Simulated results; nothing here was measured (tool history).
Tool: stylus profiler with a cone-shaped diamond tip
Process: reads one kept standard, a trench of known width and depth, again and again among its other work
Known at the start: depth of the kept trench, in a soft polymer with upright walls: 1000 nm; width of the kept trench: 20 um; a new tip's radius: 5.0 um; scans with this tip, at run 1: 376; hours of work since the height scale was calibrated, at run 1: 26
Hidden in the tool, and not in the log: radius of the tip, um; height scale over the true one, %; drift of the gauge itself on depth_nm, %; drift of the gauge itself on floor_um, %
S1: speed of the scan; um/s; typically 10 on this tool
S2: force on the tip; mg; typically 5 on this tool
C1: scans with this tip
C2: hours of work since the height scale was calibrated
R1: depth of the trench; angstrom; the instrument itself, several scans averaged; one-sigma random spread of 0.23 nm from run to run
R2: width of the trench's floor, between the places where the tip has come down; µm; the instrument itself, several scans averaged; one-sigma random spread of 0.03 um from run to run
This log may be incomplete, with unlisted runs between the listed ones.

| run | day | S1 | S2 | C1 | C2 | R1 | R2 |
|---|---|---|---|---|---|---|---|
| 1 | 0 | 10 | 5 | 376 | 26 | 10090.2 | 14.09 |
| 2 | 0.5 | 10 | 5 | 467 | 33 | 10089.1 | 13.96 |
| 3 | 0.967 | 10 | 5 | 553 | 39 | 10089.5 | 14.01 |
| 4 | 1.675 | 10 | 5 | 682 | 48 | 10086.9 | 13.93 |
| 5 | 2.212 | 10 | 3.74 | 780 | 55 | 10069.3 | 13.97 |
| 6 | 2.917 | 3 | 3.74 | 908 | 64 | 10072.4 | 13.98 |
| 7 | 3.396 | 35 | 5 | 996 | 70 | 10089.3 | 13.89 |
| 8 | 4.267 | 35 | 5 | 1155 | 81 | 10085.9 | 13.82 |
| 9 | 5.112 | 10 | 5 | 1309 | 92 | 10086.6 | 13.85 |
| 10 | 5.867 | 10 | 3.67 | 1447 | 101 | 10067.5 | 13.82 |
| 11 | 6.279 | 10 | 2.94 | 1522 | 107 | 10059.8 | 13.76 |
| 12 | 7.146 | 10 | 5 | 1681 | 118 | 10083.4 | 13.75 |
| 13 | 7.554 | 10 | 5 | 1754 | 123 | 10086.6 | 13.82 |
| 14 | 8.362 | 5 | 11.65 | 1902 | 133 | 10153.1 | 13.68 |
|  | 8.45 | height scale calibrated on a step standard |
| 15 | 9.188 | 9 | 2.41 | 2049 | 9 | 10052.1 | 13.72 |
| 16 | 9.896 | 8 | 6.31 | 2178 | 18 | 10097.7 | 13.67 |
| 17 | 10.625 | 8 | 6.31 | 2311 | 28 | 10098.3 | 13.69 |
| 18 | 11.154 | 15 | 7.71 | 2408 | 34 | 10113.6 | 13.62 |
|  | 11.388 | height scale calibrated on a step standard, once more |
| 19 | 11.604 | 15 | 7.71 | 2486 | 3 | 10116.9 | 13.68 |
| 20 | 12.188 | 15 | 2.28 | 2592 | 10 | 10054.6 | 13.59 |
| 21 | 12.642 | 3 | 5.67 | 2675 | 16 | 10102.8 | 13.58 |
| 22 | 13.117 | 3 | 8 | 2762 | 22 | 10125 | 13.63 |
| 23 | 13.483 | 29 | 9.99 | 2829 | 27 | 10139.2 | 13.57 |
| 24 | 14.079 | 29 | 9.99 | 2938 | 34 | 10144.5 | 13.55 |

Entry by entry between the runs, the difference in hidden state between the last listed run before and the first listed run after:
Runs 14 to 15: height scale calibrated on a step standard (day 8.45)
  radius of the tip, um: 5.37 -> 5.41; height scale over the true one, %: -0.027 -> -0.042
  measured less the result without the state, R1: -2.7 -> -4.2 angstrom; R2: -0.24 -> -0.27 µm
Runs 18 to 19: height scale calibrated on a step standard, once more (day 11.388)
  radius of the tip, um: 5.51 -> 5.53; height scale over the true one, %: -0.047 -> -0.003
  measured less the result without the state, R1: -4.7 -> -0.3 angstrom; R2: -0.33 -> -0.34 µm

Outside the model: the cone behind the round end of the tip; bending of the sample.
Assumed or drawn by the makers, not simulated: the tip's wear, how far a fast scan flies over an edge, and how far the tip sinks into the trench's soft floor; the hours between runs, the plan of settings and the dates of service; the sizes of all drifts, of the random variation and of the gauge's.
